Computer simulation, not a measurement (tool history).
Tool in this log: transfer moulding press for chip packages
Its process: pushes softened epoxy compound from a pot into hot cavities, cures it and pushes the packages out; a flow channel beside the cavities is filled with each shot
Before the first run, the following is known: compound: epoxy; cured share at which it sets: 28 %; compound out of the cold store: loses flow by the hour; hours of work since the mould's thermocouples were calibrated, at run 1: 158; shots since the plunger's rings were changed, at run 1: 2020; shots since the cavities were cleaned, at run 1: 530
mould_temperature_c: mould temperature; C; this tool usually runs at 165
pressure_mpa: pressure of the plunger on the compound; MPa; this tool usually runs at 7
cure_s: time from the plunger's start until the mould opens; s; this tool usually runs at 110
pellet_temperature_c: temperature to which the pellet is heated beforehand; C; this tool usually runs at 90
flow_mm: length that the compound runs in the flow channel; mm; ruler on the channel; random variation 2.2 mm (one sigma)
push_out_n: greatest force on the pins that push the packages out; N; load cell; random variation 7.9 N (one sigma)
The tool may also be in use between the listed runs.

run,hour,mould_temperature_c,pressure_mpa,cure_s,pellet_temperature_c,hours of work since the mould's thermocouples were calibrated,shots since the plunger's rings were changed,shots since the cavities were cleaned,incoming compound's hours out of the cold store,flow_mm,push_out_n
1,0,165,7,110,90,158,2020,530,22.6,661,472
2,8.3,165,7,110,90,162,2094,604,35.9,605,482
3,15,165,7,110,90,165,2154,664,40.9,592,495
4,23.5,165,7,110,90,170,2230,740,41.9,587,503
5,31.4,165,7,110,90,173,2301,811,9.4,717,537
# hour 34.1: cavities cleaned with cleaning compound and waxed
6,43.1,165,7,103,90,179,2392,80,29.3,632,386
7,56.2,165,7,103,90,185,2510,198,9.6,717,444
8,67.6,165,7,110,90,191,2611,299,29.7,632,422
9,79.7,165,7,110,90,197,2720,408,8.1,721,474
10,93,170,7,110,90,203,2838,526,21.7,641,412
11,106.4,164,7,110,90,210,2959,647,29.6,629,524
12,114.8,164,7,110,90,214,3033,721,37.6,598,519
13,122.6,164,7,110,90,218,3103,791,33.8,615,521
# hour 127.6: cavities cleaned with cleaning compound and waxed
14,135.5,164,7,110,90,224,3205,70,32.1,621,346
15,149.6,169,7,110,90,231,3332,197,46.6,549,354
16,161.8,169,7,110,90,237,3441,306,9.2,691,388
17,172.4,169,7,110,90,242,3536,401,46.7,547,394
# hour 179.8: plunger's sealing rings changed
18,188.4,169,7,110,90,249,76,521,11.9,705,447
19,195.1,161,6.41,147,95,252,136,581,21,664,447
20,203.2,161,6.41,147,95,256,208,653,18.4,674,461
21,211.9,161,6.41,147,95,260,286,731,38.9,596,459
22,219,161,6.41,147,95,264,350,795,41.1,579,468
# hour 223.5: cavities cleaned with cleaning compound and waxed
23,227.9,161,6.32,100,93,268,416,40,16.5,677,535
24,239.5,165,7.69,110,83,273,519,143,36.6,646,375
25,245.5,165,7,95,87,276,574,198,37.7,610,449
26,256.4,165,7,95,87,282,671,295,31.3,635,504
27,269.8,165,7,95,87,289,791,415,23.4,665,553
28,283.8,165,7,99,98,295,916,540,12.5,708,550
29,290,163,7,99,95,299,971,595,33.8,628,618

3 options for the next run, each taken on its own from the tool as it stands now. Forecast them:
A,304.5,165,6.92,123,90,306,1101,725,16.4,?,?
B,304.5,163,7,99,97,306,1101,725,11.6,?,?
C,304.5,161,7,113,97,306,1101,725,13.2,?,?

run,flow_mm,push_out_n
A,689,454
B,719,671
C,719,602
Without the tool's unlogged condition, the same runs would have read:
run,flow_mm,push_out_n
A,701,298
B,732,456
C,732,406
